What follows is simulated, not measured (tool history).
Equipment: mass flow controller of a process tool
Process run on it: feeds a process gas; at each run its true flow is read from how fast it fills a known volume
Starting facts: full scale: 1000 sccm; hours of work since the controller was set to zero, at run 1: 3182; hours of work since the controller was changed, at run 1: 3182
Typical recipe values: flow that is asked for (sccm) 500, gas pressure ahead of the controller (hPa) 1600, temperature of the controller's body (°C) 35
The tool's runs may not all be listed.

run,day,flow that is asked for (sccm),gas pressure ahead of the controller (hPa),temperature of the controller's body (°C),hours of work since the controller was set to zero,hours of work since the controller was changed,true flow (%)
1,0.000,500,1600,35,3182,3182,99.30
2,6.012,500,1600,35,3239,3239,99.06
3,13.458,500,1770,35,3309,3309,99.09
4,21.200,500,1570,35,3382,3382,98.91
5,26.112,500,2140,35,3428,3428,98.69
6,33.408,376,1600,35,3497,3497,98.66
7,39.558,376,1600,35,3555,3555,98.37
8,44.958,500,1600,22,3606,3606,98.01
9,50.846,847,1600,35,3661,3661,99.50
10,58.708,847,1600,35,3735,3735,99.36
11,64.342,186,2590,32,3788,3788,97.27
12,68.808,191,1600,35,3830,3830,97.47
13,77.454,191,1600,35,3912,3912,97.43
14,86.021,610,1850,30,3993,3993,98.08
15,89.796,216,1500,20,4028,4028,96.62
16,97.704,500,2050,39,4103,4103,98.17
# day 99.533: gauge calibrated
17,102.692,500,2050,39,4150,4150,99.29
18,108.671,500,1680,28,4206,4206,98.89
19,114.842,500,2300,28,4264,4264,98.58

Some steps in true flow (%) between neighbouring runs. How much of each would the tool show without its hidden state too (settings, what came in, random variation), and how much is left for the hidden state, with any gauge scatter that isn't in both results?
The hidden state here: flow at rest that the sensor doesn't see, % of full scale; true flow over the shown one, %; drift of the gauge itself on true_pct, %.
Run 10 -> 11: flow that is asked for (sccm) 847 -> 186, gas pressure ahead of the controller (hPa) 1600 -> 2590, temperature of the controller's body (°C) 35 -> 32. true flow (%) -2.09: hidden state -0.06, all else -2.03.
Run 16 -> 17: gauge calibrated. true flow (%) +1.12: hidden state +1.25, all else -0.13.
